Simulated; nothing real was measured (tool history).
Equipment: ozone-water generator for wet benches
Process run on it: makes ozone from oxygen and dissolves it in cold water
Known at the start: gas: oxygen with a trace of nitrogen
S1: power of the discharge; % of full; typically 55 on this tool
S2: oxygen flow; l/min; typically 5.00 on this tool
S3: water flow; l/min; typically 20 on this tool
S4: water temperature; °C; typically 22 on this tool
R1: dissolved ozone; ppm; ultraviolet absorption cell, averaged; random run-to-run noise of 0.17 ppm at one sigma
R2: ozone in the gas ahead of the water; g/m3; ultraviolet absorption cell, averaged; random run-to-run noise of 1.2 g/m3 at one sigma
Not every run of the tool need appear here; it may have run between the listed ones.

Run 1, hour 0.0: usual settings. Result: R1 20.6 ppm, R2 210.4 g/m3.
Run 2, hour 51.2: usual settings but S3 12 l/min. Result: R1 28.8 ppm, R2 211.5 g/m3.
Run 3, hour 113.3: usual settings but S3 12 l/min. Result: R1 29.0 ppm, R2 211.6 g/m3.
Run 4, hour 197.0: usual settings but S3 15 l/min. Result: R1 24.9 ppm, R2 211.0 g/m3.
Run 5, hour 265.7: usual settings but S3 15 l/min. Result: R1 24.8 ppm, R2 211.2 g/m3.
Run 6, hour 330.4: usual settings but S3 15 l/min. Result: R1 25.3 ppm, R2 208.6 g/m3.
Run 7, hour 397.5: usual settings but S3 15 l/min. Result: R1 24.8 ppm, R2 210.2 g/m3.
Run 8, hour 458.7: usual settings but S3 15 l/min. Result: R1 24.6 ppm, R2 210.2 g/m3.
Run 9, hour 543.1: usual settings but S3 15 l/min. Result: R1 24.8 ppm, R2 208.7 g/m3.
Run 10, hour 605.2: usual settings but S3 15 l/min. Result: R1 24.8 ppm, R2 207.4 g/m3.
Run 11, hour 674.0: usual settings but S1 65 % of full, S3 15 l/min. Result: R1 28.6 ppm, R2 240.0 g/m3.
Run 12, hour 738.1: usual settings but S1 65 % of full, S3 15 l/min. Result: R1 28.6 ppm, R2 238.5 g/m3.
Run 13, hour 808.1: usual settings but S1 75 % of full, S3 22 l/min, S4 29 °C. Result: R1 20.9 ppm, R2 267.5 g/m3.
Run 14, hour 874.8: usual settings but S2 5.49 l/min, S4 14 °C. Result: R1 22.5 ppm, R2 199.3 g/m3.
Run 15, hour 930.4: usual settings but S1 84 % of full, S2 3.25 l/min, S3 31 l/min, S4 16 °C. Result: R1 17.5 ppm, R2 345.8 g/m3.
At hour 939.1: contactor cleaned.
Run 16, hour 968.8: usual settings but S1 84 % of full, S2 3.25 l/min, S3 31 l/min, S4 16 °C. Result: R1 17.2 ppm, R2 344.4 g/m3.
Run 17, hour 1049.3: usual settings but S2 7.51 l/min, S4 17 °C. Result: R1 21.5 ppm, R2 176.4 g/m3.
Run 18, hour 1115.7: usual settings but S1 61 % of full. Result: R1 20.6 ppm, R2 225.5 g/m3.
At hour 1176.7: contactor cleaned, once more.
Run 19, hour 1194.7: usual settings but S1 61 % of full. Result: R1 22.6 ppm, R2 222.0 g/m3.
Run 20, hour 1230.6: usual settings but S1 61 % of full. Result: R1 22.6 ppm, R2 222.3 g/m3.
Run 21, hour 1279.2: usual settings but S1 61 % of full. Result: R1 22.5 ppm, R2 223.1 g/m3.
Run 22, hour 1335.2: usual settings but S1 63 % of full, S2 8.46 l/min, S4 15 °C. Result: R1 27.4 ppm, R2 187.2 g/m3.
Run 23, hour 1393.3: usual settings but S1 63 % of full, S2 8.46 l/min, S3 18 l/min, S4 15 °C. Result: R1 29.4 ppm, R2 186.1 g/m3.
Run 24, hour 1455.8: usual settings but S2 3.41 l/min, S3 13 l/min. Result: R1 27.3 ppm, R2 240.1 g/m3.

Table of differences, measured result less the result of that run with no hidden state. Run-to-run variation is the same in both. Gauge scatter possibly is not:
Unlogged tool condition in this case: yield of the discharge, % of new electrodes'; contactor's efficiency, % of a clean one's; true water temperature over the reading, C; drift of the gauge itself on ozone_ppm, %; drift of the gauge itself on gas_g_m3, %.
run    R1     R2
  1  -2.0   -9.4
  2  -2.5   -9.7
  3  -2.6   -9.9
  4  -2.4  -10.3
  5  -2.5  -10.6
  6  -2.5  -10.7
  7  -2.5  -11.1
  8  -2.6  -11.4
  9  -2.6  -11.6
 10  -2.7  -11.8
 11  -3.5  -16.6
 12  -3.6  -16.9
 13  -3.2  -21.9
 14  -2.9  -12.5
 15  -3.1  -32.4
 16  -3.7  -32.7
 17  -3.6  -11.7
 18  -3.7  -17.0
 19  -1.9  -17.1
 20  -1.8  -17.3
 21  -1.9  -17.6
 22  -2.5  -15.5
 23  -2.7  -15.6
 24  -2.2  -17.9
